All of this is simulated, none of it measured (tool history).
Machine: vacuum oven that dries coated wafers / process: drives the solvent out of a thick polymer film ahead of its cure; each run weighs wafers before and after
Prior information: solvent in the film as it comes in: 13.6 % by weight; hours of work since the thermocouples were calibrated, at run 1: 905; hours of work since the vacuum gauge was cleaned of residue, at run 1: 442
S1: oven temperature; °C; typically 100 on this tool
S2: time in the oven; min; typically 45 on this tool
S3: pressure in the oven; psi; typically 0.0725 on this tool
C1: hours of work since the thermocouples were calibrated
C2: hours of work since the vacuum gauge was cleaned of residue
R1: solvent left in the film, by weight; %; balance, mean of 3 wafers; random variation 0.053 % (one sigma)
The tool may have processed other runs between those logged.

run	day	S1	S2	S3	C1	C2	R1
1	0	100	45	0.0725	905	442	2.1
2	1.708	105	45	0.0725	933	471	1.57
3	3	100	58	0.0725	954	492	1.45
4	4.117	100	58	0.0725	973	511	1.45
5	4.954	100	45	0.0725	987	524	2.14
6	5.667	100	45	0.0725	999	536	2.13
7	7.092	103	45	0.0725	1022	560	1.81
8	7.796	103	45	0.0725	1034	572	1.85
9	8.758	103	45	0.0725	1050	588	1.85
10	9.8	100	51	0.1633	1067	605	2.32
11	10.992	105	45	0.0725	1087	625	1.58
12	12.404	86	26	0.2221	1111	648	7.36
13	13.725	108	25	0.0725	1133	670	3.17
14	14.662	105	81	0.0392	1148	686	0.5
15	15.654	104	28	0.0392	1165	702	3.07
# day 15.821: oven's thermocouples calibrated
16	16.742	104	28	0.0392	15	719	2.8
17	18.288	107	45	0.0669	41	745	1.18

5 options for the next run, each taken on its own from the tool as it stands now. Forecast them:
A	19.271	102	45	0.0725	57	761	?
B	19.271	111	23	0.0648	57	761	?
C	19.271	110	50	0.0619	57	761	?
D	19.271	107	54	0.0669	57	761	?
E	19.271	100	45	0.086	57	761	?

run	R1
A	1.71
B	2.56
C	0.65
D	0.84
E	2.09
The same runs, with their run-to-run variation unchanged, on a tool lacking any hidden condition would have given:
run	R1
A	1.58
B	2.48
C	0.55
D	0.73
E	1.96
